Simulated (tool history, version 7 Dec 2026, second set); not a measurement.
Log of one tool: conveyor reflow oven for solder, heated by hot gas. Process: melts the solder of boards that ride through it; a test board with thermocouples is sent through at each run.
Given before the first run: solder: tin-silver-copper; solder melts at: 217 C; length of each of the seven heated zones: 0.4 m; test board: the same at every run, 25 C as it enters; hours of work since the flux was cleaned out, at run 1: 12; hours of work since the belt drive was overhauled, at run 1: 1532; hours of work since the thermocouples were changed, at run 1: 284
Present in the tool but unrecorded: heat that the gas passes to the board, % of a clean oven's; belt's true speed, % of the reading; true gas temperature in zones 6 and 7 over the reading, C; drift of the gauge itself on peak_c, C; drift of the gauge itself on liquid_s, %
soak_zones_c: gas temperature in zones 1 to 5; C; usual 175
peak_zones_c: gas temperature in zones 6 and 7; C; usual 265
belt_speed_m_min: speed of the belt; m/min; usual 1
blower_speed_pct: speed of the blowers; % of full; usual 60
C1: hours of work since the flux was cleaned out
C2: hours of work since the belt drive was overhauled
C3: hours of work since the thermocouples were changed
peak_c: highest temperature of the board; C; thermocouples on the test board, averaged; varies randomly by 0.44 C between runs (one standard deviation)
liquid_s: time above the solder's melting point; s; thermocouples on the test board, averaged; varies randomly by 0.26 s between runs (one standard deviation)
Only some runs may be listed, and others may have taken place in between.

Run 1, hour 0: usual settings; C1 12; C2 1532; C3 284. Result: peak_c 248.8 C, liquid_s 35.2 s.
Run 2, hour 46.7: usual settings; C1 47; C2 1566; C3 319. Result: peak_c 248.6 C, liquid_s 35.3 s.
Run 3, hour 111: usual settings but peak_zones_c 259 C; C1 94; C2 1614; C3 367. Result: peak_c 241.9 C, liquid_s 32.5 s.
Run 4, hour 141.2: usual settings but peak_zones_c 259 C; C1 117; C2 1636; C3 389. Result: peak_c 243.6 C, liquid_s 32.2 s.
Run 5, hour 179: usual settings but peak_zones_c 259 C; C1 145; C2 1664; C3 417. Result: peak_c 242.4 C, liquid_s 32.3 s.
At hour 196.7: belt drive overhauled, speed set with a stopwatch.
Run 6, hour 253.7: usual settings but peak_zones_c 259 C; C1 197; C2 42; C3 469. Result: peak_c 241.9 C, liquid_s 30.5 s.
Run 7, hour 295: usual settings but peak_zones_c 259 C; C1 228; C2 73; C3 500. Result: peak_c 241.9 C, liquid_s 30.7 s.
Run 8, hour 350: usual settings; C1 269; C2 114; C3 541. Result: peak_c 247.3 C, liquid_s 33.3 s.
Run 9, hour 405.4: usual settings; C1 310; C2 155; C3 582. Result: peak_c 246.8 C, liquid_s 33.5 s.
Run 10, hour 434.8: usual settings; C1 332; C2 177; C3 604. Result: peak_c 246.5 C, liquid_s 33.2 s.
At hour 443.4: flux residue cleaned out of gas plates and filters.
Run 11, hour 493.4: usual settings but peak_zones_c 273 C; C1 37; C2 216; C3 644. Result: peak_c 254.5 C, liquid_s 37.2 s.
Run 12, hour 542.7: usual settings but peak_zones_c 273 C; C1 74; C2 253; C3 680. Result: peak_c 253.1 C, liquid_s 36.7 s.
Run 13, hour 602.4: usual settings but peak_zones_c 273 C; C1 118; C2 297; C3 724. Result: peak_c 254 C, liquid_s 37 s.
Run 14, hour 640: usual settings but peak_zones_c 273 C; C1 146; C2 325; C3 752. Result: peak_c 252.4 C, liquid_s 37.5 s.
Run 15, hour 692.3: usual settings but blower_speed_pct 72 % of full; C1 185; C2 364; C3 791. Result: peak_c 249.1 C, liquid_s 35.5 s.
Run 16, hour 739: usual settings but soak_zones_c 160 C; C1 219; C2 399; C3 826. Result: peak_c 242.9 C, liquid_s 28.3 s.
Run 17, hour 795.5: usual settings but soak_zones_c 167 C, peak_zones_c 268 C, belt_speed_m_min 0.97 m/min; C1 261; C2 440; C3 868. Result: peak_c 248.3 C, liquid_s 34 s.
Run 18, hour 837.3: usual settings but peak_zones_c 270 C; C1 292; C2 472; C3 899. Result: peak_c 250.3 C, liquid_s 35.8 s.
Run 19, hour 866.5: usual settings but peak_zones_c 270 C; C1 314; C2 493; C3 920. Result: peak_c 250.2 C, liquid_s 35.3 s.
At hour 900.5: flux residue cleaned out of gas plates and filters.
At hour 907.3: thermocouples of zones 6 and 7 changed.
Run 20, hour 910.4: usual settings but peak_zones_c 260 C, blower_speed_pct 70 % of full; C1 6; C2 521; C3 2. Result: peak_c 247.4 C, liquid_s 35.1 s.
Run 21, hour 951.5: usual settings but belt_speed_m_min 0.84 m/min, blower_speed_pct 69 % of full; C1 36; C2 551; C3 33. Result: peak_c 256.2 C, liquid_s 47.2 s.
Run 22, hour 1016.7: usual settings but belt_speed_m_min 1.16 m/min, blower_speed_pct 62 % of full; C1 85; C2 599; C3 81. Result: peak_c 245.2 C, liquid_s 27.7 s.
Run 23, hour 1059.1: usual settings but soak_zones_c 170 C, belt_speed_m_min 1.1 m/min, blower_speed_pct 89 % of full; C1 116; C2 631; C3 113. Result: peak_c 252.1 C, liquid_s 32.5 s.
Run 24, hour 1091.9: usual settings but soak_zones_c 184 C, peak_zones_c 262 C, blower_speed_pct 61 % of full; C1 141; C2 655; C3 137. Result: peak_c 248.2 C, liquid_s 36.9 s.
Run 25, hour 1147: usual settings but soak_zones_c 184 C, peak_zones_c 262 C, blower_speed_pct 61 % of full; C1 181; C2 696; C3 178. Result: peak_c 248.8 C, liquid_s 36.9 s.
Run 26, hour 1188.2: usual settings but soak_zones_c 184 C, peak_zones_c 262 C, belt_speed_m_min 1.17 m/min, blower_speed_pct 61 % of full; C1 212; C2 727; C3 208. Result: peak_c 243.2 C, liquid_s 28.3 s.
Run 27, hour 1259.1: usual settings but soak_zones_c 188 C, blower_speed_pct 68 % of full; C1 265; C2 779; C3 261. Result: peak_c 252 C, liquid_s 40.5 s.
Run 28, hour 1290.7: usual settings but soak_zones_c 162 C, belt_speed_m_min 1.19 m/min, blower_speed_pct 68 % of full; C1 288; C2 803; C3 284. Result: peak_c 242 C, liquid_s 23.3 s.
Run 29, hour 1333.1: usual settings but soak_zones_c 184 C; C1 319; C2 834; C3 316. Result: peak_c 249.8 C, liquid_s 37.8 s.

Here are 3 independent what-if runs from the current tool condition. What would each one return?
At hour 1361.4: flux residue cleaned out of gas plates and filters.
Run A, hour 1389.1: usual settings but peak_zones_c 264 C, belt_speed_m_min 0.95 m/min; C1 21; C2 872; C3 354. Result: peak_c ?, liquid_s ?.
At hour 1361.4: flux residue cleaned out of gas plates and filters.
Run B, hour 1389.1: usual settings but soak_zones_c 184 C, belt_speed_m_min 0.94 m/min, blower_speed_pct 63 % of full; C1 21; C2 872; C3 354. Result: peak_c ?, liquid_s ?.
At hour 1361.4: flux residue cleaned out of gas plates and filters.
Run C, hour 1389.1: usual settings but soak_zones_c 174 C, peak_zones_c 267 C; C1 21; C2 872; C3 354. Result: peak_c ?, liquid_s ?.

run  peak_c  liquid_s
  A     249      37.8
  B   253.3      42.2
  C   251.3      35.3
What these runs would have given with no unlogged condition in the tool:
run  peak_c  liquid_s
  A   249.4      37.4
  B   253.8      41.7
  C   251.7      34.9
